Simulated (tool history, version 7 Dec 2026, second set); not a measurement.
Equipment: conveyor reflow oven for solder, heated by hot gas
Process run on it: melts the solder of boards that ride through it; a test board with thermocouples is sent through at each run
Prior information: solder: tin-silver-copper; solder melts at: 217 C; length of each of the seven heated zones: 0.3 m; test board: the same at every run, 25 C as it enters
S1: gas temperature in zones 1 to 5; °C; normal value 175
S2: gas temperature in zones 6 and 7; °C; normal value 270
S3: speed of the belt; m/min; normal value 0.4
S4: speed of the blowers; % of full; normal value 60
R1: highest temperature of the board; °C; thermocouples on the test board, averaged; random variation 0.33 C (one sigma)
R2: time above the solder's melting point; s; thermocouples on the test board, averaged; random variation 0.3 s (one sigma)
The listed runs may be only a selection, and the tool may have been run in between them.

{"run": 1, "hour": 0.0, "S1": 175, "S2": 270, "S3": 0.4, "S4": 60, "R1": 254.4, "R2": 69.2}
{"run": 2, "hour": 12.5, "S1": 175, "S2": 270, "S3": 0.4, "S4": 60, "R1": 253.8, "R2": 69.6}
{"run": 3, "hour": 23.2, "S1": 175, "S2": 270, "S3": 0.4, "S4": 60, "R1": 254.4, "R2": 69.4}
{"run": 4, "hour": 37.5, "S1": 175, "S2": 270, "S3": 0.4, "S4": 60, "R1": 254.3, "R2": 69.3}
{"run": 5, "hour": 50.6, "S1": 175, "S2": 270, "S3": 0.4, "S4": 89, "R1": 258.9, "R2": 73.9}
{"run": 6, "hour": 60.9, "S1": 175, "S2": 270, "S3": 0.4, "S4": 89, "R1": 258.8, "R2": 74.5}
{"run": 7, "hour": 78.0, "S1": 182, "S2": 272, "S3": 0.4, "S4": 89, "R1": 261.6, "R2": 78.2}
{"run": 8, "hour": 93.2, "S1": 185, "S2": 270, "S3": 0.4, "S4": 87, "R1": 260.2, "R2": 79.3}
{"run": 9, "hour": 102.3, "S1": 161, "S2": 277, "S3": 0.4, "S4": 87, "R1": 263, "R2": 71.1}
{"run": 10, "hour": 110.0, "S1": 175, "S2": 270, "S3": 0.4, "S4": 60, "R1": 254.7, "R2": 69.7}
{"run": 11, "hour": 126.4, "S1": 175, "S2": 270, "S3": 0.4, "S4": 60, "R1": 254.2, "R2": 68.6}
{"run": 12, "hour": 137.0, "S1": 175, "S2": 270, "S3": 0.4, "S4": 60, "R1": 253.9, "R2": 69}

Consider 3 possible next runs. They are alternatives, not a sequence: every one starts from the tool as it was left by run 12. What does each give?
{"run": "A", "hour": 150.1, "S1": 175, "S2": 278, "S3": 0.4, "S4": 54, "R1": "?", "R2": "?"}
{"run": "B", "hour": 150.1, "S1": 175, "S2": 279, "S3": 0.374, "S4": 77, "R1": "?", "R2": "?"}
{"run": "C", "hour": 150.1, "S1": 175, "S2": 282, "S3": 0.4, "S4": 60, "R1": "?", "R2": "?"}

run=A R1=259.1 R2=73.1
run=B R1=267.5 R2=84.7
run=C R1=264.8 R2=76.2
The same runs, with their run-to-run variation unchanged, on a tool lacking any hidden condition would have given:
run=A R1=259.2 R2=73.1
run=B R1=267.6 R2=84.8
run=C R1=264.9 R2=76.3

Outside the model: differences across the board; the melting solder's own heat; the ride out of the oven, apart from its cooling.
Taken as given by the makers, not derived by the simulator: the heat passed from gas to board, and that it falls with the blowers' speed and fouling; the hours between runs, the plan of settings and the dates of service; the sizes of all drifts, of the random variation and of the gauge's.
